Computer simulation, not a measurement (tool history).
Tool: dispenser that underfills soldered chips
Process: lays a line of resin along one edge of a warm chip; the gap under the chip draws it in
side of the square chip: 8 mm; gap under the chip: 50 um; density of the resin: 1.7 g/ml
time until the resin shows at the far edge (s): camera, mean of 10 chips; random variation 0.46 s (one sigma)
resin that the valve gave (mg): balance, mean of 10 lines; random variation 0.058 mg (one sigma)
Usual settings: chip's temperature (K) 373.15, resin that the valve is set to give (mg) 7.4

| run | day | chip's temperature (K) | resin that the valve is set to give (mg) | time until the resin shows at the far edge (s) | resin that the valve gave (mg) |
|---|---|---|---|---|---|
| 1 | 0 | 373.15 | 7.4 | 45.2 | 7.01 |
| 2 | 0.196 | 373.15 | 7.4 | 60.2 | 6.86 |
|  | 0.312 | new syringe of resin |
| 3 | 0.396 | 384.15 | 7.4 | 26.3 | 6.87 |
| 4 | 0.571 | 384.15 | 7.4 | 32.6 | 6.91 |
| 5 | 0.796 | 384.15 | 7.4 | 43.7 | 6.88 |
|  | 0.833 | new syringe of resin |
| 6 | 1 | 373.15 | 7.48 | 44.2 | 6.84 |
| 7 | 1.196 | 373.15 | 7.48 | 56.9 | 6.92 |
|  | 1.354 | new syringe of resin |
| 8 | 1.4 | 373.15 | 7.48 | 35.9 | 6.88 |
| 9 | 1.654 | 373.15 | 7.48 | 51.1 | 6.83 |
|  | 1.758 | dispensing valve cleaned and set on the balance |
| 10 | 1.879 | 373.15 | 7.48 | 64 | 7.49 |
|  | 1.921 | new syringe of resin |
| 11 | 2.096 | 373.15 | 9.24 | 41.1 | 9.17 |
| 12 | 2.288 | 373.15 | 9.24 | 52.5 | 9.04 |
|  | 2.45 | new syringe of resin |
| 13 | 2.496 | 376.15 | 9.24 | 30.6 | 9.15 |
| 14 | 2.779 | 384.15 | 9.24 | 34.4 | 9.22 |
|  | 2.971 | new syringe of resin |
| 15 | 2.979 | 373.15 | 7.4 | 34.1 | 7.25 |
| 16 | 3.221 | 373.15 | 7.4 | 46.7 | 7.28 |
|  | 3.496 | new syringe of resin |
| 17 | 3.504 | 373.15 | 6.47 | 35.3 | 6.33 |
| 18 | 3.821 | 366.15 | 7.95 | 64.7 | 7.74 |
| 19 | 3.958 | 386.15 | 7.4 | 38.4 | 7.21 |
|  | 4.021 | new syringe of resin |
| 20 | 4.183 | 361.15 | 7.01 | 65.6 | 6.78 |
| 21 | 4.362 | 361.15 | 7.01 | 83.2 | 6.75 |
|  | 4.55 | new syringe of resin |
| 22 | 4.55 | 373.15 | 6.62 | 35.3 | 6.33 |
| 23 | 4.871 | 382.15 | 7.88 | 37.5 | 7.61 |
|  | 5.083 | new syringe of resin |
| 24 | 5.179 | 382.15 | 7.88 | 27.6 | 7.51 |
| 25 | 5.417 | 383.15 | 8.8 | 36.2 | 8.41 |
|  | 5.604 | new syringe of resin |
| 26 | 5.625 | 369.15 | 6.31 | 43.1 | 5.99 |
| 27 | 5.925 | 373.15 | 6.38 | 54.7 | 6 |
|  | 6.133 | new syringe of resin |
| 28 | 6.15 | 365.15 | 9.4 | 45 | 8.9 |
| 29 | 6.358 | 364.15 | 8.6 | 62.7 | 8.08 |
| 30 | 6.612 | 364.15 | 8.6 | 87.8 | 8.07 |
|  | 6.65 | new syringe of resin |
| 31 | 6.808 | 375.15 | 6.6 | 41.4 | 6.15 |
| 32 | 6.988 | 376.15 | 7.69 | 47.4 | 7.12 |
|  | 7.171 | new syringe of resin |
| 33 | 7.312 | 372.15 | 7.67 | 43 | 7.07 |
| 34 | 7.579 | 378.15 | 7.8 | 49.5 | 7.21 |

Forecast each of these 4 alternatives for the next run:
|  | 7.708 | new syringe of resin |
| A | 7.792 | 361.15 | 7.8 | ? | ? |
|  | 7.708 | new syringe of resin |
| B | 7.792 | 364.15 | 6.72 | ? | ? |
|  | 7.708 | new syringe of resin |
| C | 7.792 | 373.15 | 8.35 | ? | ? |
|  | 7.708 | new syringe of resin |
| D | 7.792 | 387.15 | 7.4 | ? | ? |

| run | time until the resin shows at the far edge (s) | resin that the valve gave (mg) |
|---|---|---|
| A | 58.5 | 7.11 |
| B | 54.3 | 6.15 |
| C | 37.3 | 7.69 |
| D | 22.9 | 6.9 |
Without the tool's hidden state the same runs would have given:
| run | time until the resin shows at the far edge (s) | resin that the valve gave (mg) |
|---|---|---|
| A | 53.8 | 7.74 |
| B | 49.2 | 6.7 |
| C | 34.5 | 8.37 |
| D | 20.9 | 7.5 |

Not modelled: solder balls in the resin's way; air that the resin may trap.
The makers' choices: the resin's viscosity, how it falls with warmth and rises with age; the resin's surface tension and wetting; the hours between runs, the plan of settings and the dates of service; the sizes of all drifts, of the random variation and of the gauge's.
